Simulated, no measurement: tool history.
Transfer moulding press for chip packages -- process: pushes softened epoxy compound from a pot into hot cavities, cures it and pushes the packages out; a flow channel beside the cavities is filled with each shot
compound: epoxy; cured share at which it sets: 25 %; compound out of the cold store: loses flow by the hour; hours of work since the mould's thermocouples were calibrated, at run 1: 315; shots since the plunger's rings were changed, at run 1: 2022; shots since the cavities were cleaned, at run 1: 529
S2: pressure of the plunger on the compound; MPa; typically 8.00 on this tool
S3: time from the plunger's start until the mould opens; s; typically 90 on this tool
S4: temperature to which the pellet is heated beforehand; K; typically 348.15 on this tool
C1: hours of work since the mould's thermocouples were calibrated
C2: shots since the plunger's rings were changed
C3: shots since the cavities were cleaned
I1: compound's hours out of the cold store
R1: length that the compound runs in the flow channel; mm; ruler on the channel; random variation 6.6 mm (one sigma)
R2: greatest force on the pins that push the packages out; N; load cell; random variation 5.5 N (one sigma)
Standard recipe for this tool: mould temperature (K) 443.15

run 1 hour=0.0 | mould_temperature_(K)=443.15 S2=8.00 S3=90 S4=348.15 | C1=315 C2=2022 C3=529 | I1=16.2 | R1=851 R2=196
-- hour=4.4 cavities cleaned with cleaning compound and waxed
run 2 hour=25.0 | mould_temperature_(K)=443.15 S2=8.00 S3=90 S4=348.15 | C1=325 C2=2231 C3=183 | I1=39.2 | R1=797 R2=194
run 3 hour=53.6 | mould_temperature_(K)=443.15 S2=8.00 S3=90 S4=348.15 | C1=338 C2=2486 C3=438 | I1=28.7 | R1=824 R2=187
-- hour=68.7 cavities cleaned with cleaning compound and waxed
run 4 hour=89.0 | mould_temperature_(K)=443.15 S2=8.00 S3=90 S4=348.15 | C1=353 C2=2788 C3=181 | I1=8.8 | R1=853 R2=196
run 5 hour=121.5 | mould_temperature_(K)=443.15 S2=8.00 S3=85 S4=348.15 | C1=367 C2=3077 C3=470 | I1=45.1 | R1=786 R2=205
-- hour=133.3 cavities cleaned with cleaning compound and waxed
run 6 hour=157.4 | mould_temperature_(K)=445.15 S2=8.00 S3=85 S4=348.15 | C1=383 C2=3383 C3=214 | I1=35.3 | R1=800 R2=186
run 7 hour=190.8 | mould_temperature_(K)=445.15 S2=8.00 S3=85 S4=348.15 | C1=398 C2=3680 C3=511 | I1=45.0 | R1=770 R2=194
-- hour=197.2 cavities cleaned with cleaning compound and waxed
run 8 hour=223.1 | mould_temperature_(K)=445.15 S2=8.00 S3=85 S4=348.15 | C1=411 C2=3954 C3=230 | I1=25.3 | R1=816 R2=191
run 9 hour=252.8 | mould_temperature_(K)=439.15 S2=8.00 S3=85 S4=348.15 | C1=425 C2=4219 C3=495 | I1=19.5 | R1=844 R2=264
-- hour=260.6 cavities cleaned with cleaning compound and waxed
run 10 hour=282.6 | mould_temperature_(K)=439.15 S2=8.00 S3=80 S4=348.15 | C1=437 C2=4471 C3=196 | I1=43.8 | R1=791 R2=280
run 11 hour=316.1 | mould_temperature_(K)=439.15 S2=8.00 S3=80 S4=348.15 | C1=452 C2=4769 C3=494 | I1=13.7 | R1=856 R2=309
-- hour=325.6 cavities cleaned with cleaning compound and waxed
run 12 hour=343.6 | mould_temperature_(K)=439.15 S2=8.00 S3=80 S4=348.15 | C1=464 C2=5000 C3=160 | I1=24.3 | R1=828 R2=300
run 13 hour=359.5 | mould_temperature_(K)=439.15 S2=8.00 S3=80 S4=348.15 | C1=471 C2=5142 C3=302 | I1=33.2 | R1=814 R2=294
run 14 hour=378.0 | mould_temperature_(K)=439.15 S2=8.00 S3=80 S4=348.15 | C1=479 C2=5307 C3=467 | I1=11.5 | R1=864 R2=313
-- hour=390.2 cavities cleaned with cleaning compound and waxed
run 15 hour=405.9 | mould_temperature_(K)=439.15 S2=8.00 S3=80 S4=348.15 | C1=491 C2=5541 C3=139 | I1=16.5 | R1=856 R2=313
-- hour=412.3 mould's thermocouples calibrated
run 16 hour=435.9 | mould_temperature_(K)=439.15 S2=8.00 S3=80 S4=348.15 | C1=11 C2=5790 C3=388 | I1=20.0 | R1=830 R2=308
run 17 hour=451.3 | mould_temperature_(K)=436.15 S2=7.12 S3=90 S4=354.15 | C1=17 C2=5928 C3=526 | I1=30.2 | R1=777 R2=262
-- hour=455.6 cavities cleaned with cleaning compound and waxed
run 18 hour=475.4 | mould_temperature_(K)=440.15 S2=6.21 S3=90 S4=344.15 | C1=27 C2=6129 C3=177 | I1=16.8 | R1=747 R2=219
run 19 hour=501.6 | mould_temperature_(K)=440.15 S2=9.44 S3=87 S4=344.15 | C1=39 C2=6362 C3=410 | I1=15.0 | R1=920 R2=227
-- hour=519.1 cavities cleaned with cleaning compound and waxed
run 20 hour=535.4 | mould_temperature_(K)=451.15 S2=7.50 S3=88 S4=340.15 | C1=54 C2=6650 C3=146 | I1=23.9 | R1=771 R2=169
run 21 hour=555.0 | mould_temperature_(K)=442.15 S2=8.00 S3=90 S4=339.15 | C1=62 C2=6824 C3=320 | I1=14.0 | R1=856 R2=199
-- hour=574.2 plunger's sealing rings changed
-- hour=584.6 cavities cleaned with cleaning compound and waxed
run 22 hour=584.6 | mould_temperature_(K)=442.15 S2=8.00 S3=90 S4=339.15 | C1=74 C2=80 C3=0 | I1=10.2 | R1=860 R2=205

Run 23 comes next. What will it give?
run 23 hour=612.8 | mould_temperature_(K)=442.15 S2=8.00 S3=90 S4=339.15 | C1=86 C2=331 C3=251 | I1=13.6 | R1=? R2=?

R1: 851 mm
R2: 211 N
With the hidden condition absent and the run-to-run variation left alone, this run would have shown R1 851 mm, R2 208 N.
